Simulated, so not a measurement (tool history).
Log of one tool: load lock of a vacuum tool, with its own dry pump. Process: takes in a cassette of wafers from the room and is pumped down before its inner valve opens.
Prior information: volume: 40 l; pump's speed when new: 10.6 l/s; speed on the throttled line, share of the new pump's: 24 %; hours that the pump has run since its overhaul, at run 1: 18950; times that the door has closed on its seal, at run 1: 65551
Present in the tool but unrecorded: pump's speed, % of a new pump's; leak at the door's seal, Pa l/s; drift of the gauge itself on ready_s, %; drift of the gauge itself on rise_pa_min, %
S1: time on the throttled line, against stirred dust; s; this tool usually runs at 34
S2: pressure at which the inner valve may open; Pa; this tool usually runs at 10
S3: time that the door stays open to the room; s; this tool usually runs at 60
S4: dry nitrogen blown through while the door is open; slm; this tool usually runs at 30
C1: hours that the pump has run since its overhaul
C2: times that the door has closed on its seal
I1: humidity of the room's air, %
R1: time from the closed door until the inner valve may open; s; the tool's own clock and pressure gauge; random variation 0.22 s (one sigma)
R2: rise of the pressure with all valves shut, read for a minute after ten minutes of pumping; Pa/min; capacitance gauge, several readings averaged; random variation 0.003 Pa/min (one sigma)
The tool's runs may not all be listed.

Run 1, hour 0.0: usual settings; C1 18950; C2 65551; I1 43.9. Result: R1 60.9 s, R2 0.033 Pa/min.
At hour 163.2: dry pump taken out, an overhauled one fitted.
Run 2, hour 507.1: usual settings; C1 344; C2 67693; I1 48.5. Result: R1 60.4 s, R2 0.037 Pa/min.
Run 3, hour 1149.8: usual settings; C1 987; C2 70441; I1 43.5. Result: R1 60.7 s, R2 0.041 Pa/min.
At hour 1370.0: door's seal changed, seat wiped.
Run 4, hour 1806.2: usual settings but S2 17 Pa; C1 1641; C2 1864; I1 44.9. Result: R1 58.7 s, R2 0.031 Pa/min.
Run 5, hour 2089.4: usual settings but S2 17 Pa; C1 1925; C2 3075; I1 46.0. Result: R1 59.0 s, R2 0.034 Pa/min.
Run 6, hour 2555.0: usual settings but S3 63 s; C1 2390; C2 5065; I1 45.5. Result: R1 60.5 s, R2 0.032 Pa/min.
Run 7, hour 2886.4: usual settings but S3 63 s; C1 2722; C2 6482; I1 43.9. Result: R1 60.9 s, R2 0.035 Pa/min.
Run 8, hour 3240.7: usual settings but S2 17 Pa, S4 17 slm; C1 3076; C2 7997; I1 46.3. Result: R1 58.9 s, R2 0.049 Pa/min.
Run 9, hour 3852.7: usual settings but S1 27 s, S2 17 Pa, S4 17 slm; C1 3688; C2 10613; I1 46.0. Result: R1 53.5 s, R2 0.044 Pa/min.
Run 10, hour 4353.6: usual settings but S1 27 s, S2 17 Pa, S4 17 slm; C1 4189; C2 12754; I1 45.1. Result: R1 53.4 s, R2 0.041 Pa/min.
Run 11, hour 4745.9: usual settings but S1 28 s, S2 17 Pa, S4 15 slm; C1 4581; C2 14431; I1 47.2. Result: R1 53.9 s, R2 0.050 Pa/min.
Run 12, hour 5078.3: usual settings but S1 22 s, S2 9 Pa, S3 33 s; C1 4914; C2 15852; I1 43.8. Result: R1 52.2 s, R2 0.021 Pa/min.

Predict the results of run 13:
Run 13, hour 5657.9: usual settings but S1 59 s, S2 7 Pa, S3 147 s, S4 32 slm; C1 5493; C2 18330; I1 45.8. Result: R1 ?, R2 ?.

Run 13 produced R1 81.6 s, R2 0.045 Pa/min.
On a tool with no hidden condition, and with the same random variation, this run would have come out at R1 81.6 s, R2 0.044 Pa/min.
